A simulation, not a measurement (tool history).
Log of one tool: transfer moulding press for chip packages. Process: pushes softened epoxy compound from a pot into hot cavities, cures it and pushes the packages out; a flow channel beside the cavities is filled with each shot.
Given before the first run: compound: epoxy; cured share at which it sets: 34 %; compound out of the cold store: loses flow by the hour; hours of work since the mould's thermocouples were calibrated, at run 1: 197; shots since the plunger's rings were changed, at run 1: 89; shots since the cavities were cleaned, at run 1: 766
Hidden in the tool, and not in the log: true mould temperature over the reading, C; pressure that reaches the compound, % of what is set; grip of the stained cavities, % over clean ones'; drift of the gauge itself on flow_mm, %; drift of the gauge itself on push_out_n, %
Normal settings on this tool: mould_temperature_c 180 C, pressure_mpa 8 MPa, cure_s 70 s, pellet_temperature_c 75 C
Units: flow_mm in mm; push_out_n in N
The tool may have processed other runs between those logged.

| run | hour | mould_temperature_c | pressure_mpa | cure_s | pellet_temperature_c | hours of work since the mould's thermocouples were calibrated | shots since the plunger's rings were changed | shots since the cavities were cleaned | incoming compound's hours out of the cold store | flow_mm | push_out_n |
|---|---|---|---|---|---|---|---|---|---|---|---|
| 1 | 0 | 180 | 8 | 70 | 75 | 197 | 89 | 766 | 21.8 | 1005 | 1238 |
|  | 11.2 | cavities cleaned with cleaning compound and waxed |
| 2 | 11.3 | 180 | 8 | 70 | 81 | 203 | 239 | 2 | 23.9 | 991 | 602 |
| 3 | 18.7 | 180 | 8 | 70 | 81 | 208 | 351 | 114 | 46.5 | 898 | 707 |
| 4 | 23.9 | 180 | 8 | 70 | 81 | 212 | 431 | 194 | 9.4 | 1055 | 879 |
| 5 | 31.5 | 180 | 8 | 70 | 81 | 217 | 547 | 310 | 15.6 | 1027 | 976 |
| 6 | 38.8 | 180 | 8 | 70 | 75 | 222 | 658 | 421 | 28.5 | 969 | 1065 |
| 7 | 45.3 | 180 | 8 | 70 | 75 | 226 | 757 | 520 | 31.7 | 956 | 1037 |
| 8 | 52.1 | 180 | 8 | 83 | 75 | 231 | 861 | 624 | 46.4 | 894 | 880 |
| 9 | 62.1 | 180 | 8 | 83 | 75 | 238 | 1013 | 776 | 35.7 | 935 | 925 |
| 10 | 68.2 | 187 | 8 | 70 | 75 | 242 | 1106 | 869 | 31.6 | 931 | 893 |
|  | 73 | cavities cleaned with cleaning compound and waxed |
| 11 | 79.4 | 187 | 8 | 70 | 75 | 248 | 1255 | 98 | 19.6 | 981 | 572 |
| 12 | 87 | 180 | 8 | 70 | 75 | 254 | 1370 | 213 | 20.7 | 998 | 889 |
| 13 | 95.9 | 180 | 8 | 70 | 75 | 260 | 1506 | 349 | 45.8 | 893 | 984 |
| 14 | 100.8 | 180 | 6.43 | 70 | 77 | 263 | 1581 | 424 | 46.3 | 800 | 1025 |
| 15 | 106.8 | 178 | 8 | 74 | 73 | 267 | 1673 | 516 | 47.6 | 895 | 1054 |
| 16 | 114.5 | 178 | 6.56 | 86 | 84 | 272 | 1791 | 634 | 23.6 | 895 | 905 |
| 17 | 123.3 | 178 | 6.56 | 86 | 84 | 278 | 1925 | 768 | 27.4 | 882 | 939 |
| 18 | 131.7 | 178 | 6.56 | 86 | 84 | 284 | 2053 | 896 | 44.1 | 819 | 940 |
|  | 134.4 | cavities cleaned with cleaning compound and waxed |
| 19 | 142.5 | 180 | 8 | 105 | 75 | 290 | 2194 | 123 | 8 | 1053 | 556 |
| 20 | 152.4 | 180 | 8 | 105 | 75 | 297 | 2345 | 274 | 10.8 | 1036 | 657 |
| 21 | 160.6 | 177 | 6.05 | 52 | 75 | 302 | 2471 | 400 | 33.9 | 823 | 2469 |
| 22 | 171.5 | 181 | 7.88 | 52 | 75 | 310 | 2636 | 565 | 26.4 | 953 | 2246 |
| 23 | 179.7 | 181 | 7.88 | 52 | 75 | 315 | 2762 | 691 | 40.1 | 896 | 2251 |
| 24 | 190.5 | 181 | 7.88 | 64 | 75 | 323 | 2927 | 856 | 8.2 | 1035 | 1569 |
|  | 195.8 | cavities cleaned with cleaning compound and waxed |
| 25 | 197.8 | 181 | 7.88 | 64 | 75 | 326 | 3014 | 29 | 18.4 | 986 | 765 |

Below, some changes in flow_mm between adjacent runs. For each, the amount present without the hidden state too (settings, incoming material, random variation) and the amount remaining for the hidden state with gauge scatter not shared by both compared results:
Run 18 -> 19: mould_temperature_c 178 -> 180, pressure_mpa 6.56 -> 8, cure_s 86 -> 105, pellet_temperature_c 84 -> 75, cavities cleaned with cleaning compound and waxed. flow_mm +234 mm: hidden state -4, all else +238.
Run 20 -> 21: mould_temperature_c 180 -> 177, pressure_mpa 8 -> 6.05, cure_s 105 -> 52. flow_mm -213 mm: hidden state +3, all else -216.
Run 21 -> 22: mould_temperature_c 177 -> 181, pressure_mpa 6.05 -> 7.88. flow_mm +130 mm: hidden state -4, all else +134.

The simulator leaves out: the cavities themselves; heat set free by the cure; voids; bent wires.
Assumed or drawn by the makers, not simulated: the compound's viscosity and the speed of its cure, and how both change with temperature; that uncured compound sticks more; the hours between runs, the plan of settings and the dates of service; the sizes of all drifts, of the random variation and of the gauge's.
